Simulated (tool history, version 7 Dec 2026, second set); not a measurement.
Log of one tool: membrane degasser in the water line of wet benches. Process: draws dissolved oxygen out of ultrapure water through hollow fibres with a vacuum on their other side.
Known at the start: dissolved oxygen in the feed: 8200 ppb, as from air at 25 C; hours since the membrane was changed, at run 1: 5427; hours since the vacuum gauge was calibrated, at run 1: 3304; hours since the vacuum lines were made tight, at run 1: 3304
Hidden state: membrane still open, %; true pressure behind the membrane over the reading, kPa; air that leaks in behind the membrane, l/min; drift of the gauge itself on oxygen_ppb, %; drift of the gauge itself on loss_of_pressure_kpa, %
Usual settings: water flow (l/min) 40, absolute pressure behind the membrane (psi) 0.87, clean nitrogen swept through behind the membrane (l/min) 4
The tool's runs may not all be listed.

run    hour  water flow (l/min)  absolute pressure behind the membrane (psi)  clean nitrogen swept through behind the membrane (l/min)  hours since the membrane was changed  hours since the vacuum gauge was calibrated  hours since the vacuum lines were made tight  dissolved oxygen in the water behind the degasser (ppb)  pressure that the water loses in the fibres (psi)
  1       0                  40                                         0.87                                                         4                                  5427                                         3304                                          3304                                                     84.9                                              7.435
  2   240.6                  26                                         0.87                                                         4                                  5668                                         3545                                          3545                                                     52.2                                              4.805
  3     357                  26                                         0.87                                                         4                                  5784                                         3661                                          3661                                                       52                                              4.828
  4   470.7                  26                                         0.87                                                         4                                  5898                                         3775                                          3775                                                     52.4                                              4.793
  5     682                  40                                         0.87                                                         4                                  6109                                         3986                                          3986                                                     84.2                                              7.427
  6   846.3                  40                                         0.87                                                      7.56                                  6274                                         4151                                          4151                                                       54                                              7.426
      955.8  -- vacuum gauge calibrated
  7   968.1                  40                                         0.87                                                      1.83                                  6395                                           12                                          4272                                                    150.7                                              7.409
  8  1173.2                  40                                         0.87                                                      1.83                                  6600                                          217                                          4477                                                    151.9                                              7.417
  9    1291                  40                                         0.87                                                      7.16                                  6718                                          335                                          4595                                                     54.7                                              7.422
 10  1521.1                  40                                         0.87                                                         4                                  6948                                          565                                          4825                                                     82.8                                              7.465
 11  1681.9                  40                                         0.87                                                         4                                  7109                                          726                                          4986                                                     84.2                                              7.424
 12  1803.4                  40                                        0.734                                                      8.72                                  7230                                          848                                          5107                                                     38.6                                              7.391
 13    2036                  40                                         0.87                                                      8.45                                  7463                                         1080                                          5340                                                       50                                              7.491
 14    2160                  40                                         1.32                                                       2.5                                  7587                                         1204                                          5464                                                    229.7                                              7.472
 15  2306.3                  53                                        1.926                                                       6.8                                  7733                                         1351                                          5610                                                    213.5                                              9.851
 16  2573.3                  35                                        0.596                                                      9.95                                  8000                                         1617                                          5877                                                     21.7                                              6.503
 17  2777.1                  37                                         0.87                                                      2.91                                  8204                                         1821                                          6081                                                     99.4                                              6.876
 18  2910.2                  37                                        0.566                                                      7.12                                  8337                                         1954                                          6214                                                     24.4                                              6.907
 19  3050.7                  40                                         0.87                                                      3.29                                  8477                                         2095                                          6355                                                     97.8                                               7.44
 20  3184.8                  56                                         0.87                                                         4                                  8612                                         2229                                          6489                                                      123                                              10.45
 21  3296.6                  56                                         0.87                                                         4                                  8723                                         2341                                          6600                                                    123.2                                             10.507

How the hidden state differs across the entries between the runs, from the last listed run before each to the first after it:
Between runs 6 and 7: vacuum gauge calibrated (hour 955.8)
  membrane still open, %: 98.5 -> 98.4; true pressure behind the membrane over the reading, kPa: 0.08 -> 0.02; air that leaks in behind the membrane, l/min: 0.0096 -> 0.0097
  measured less the result without the state, dissolved oxygen in the water behind the degasser (ppb): +2.8 -> +2.7; pressure that the water loses in the fibres (psi): +0.115 -> +0.117
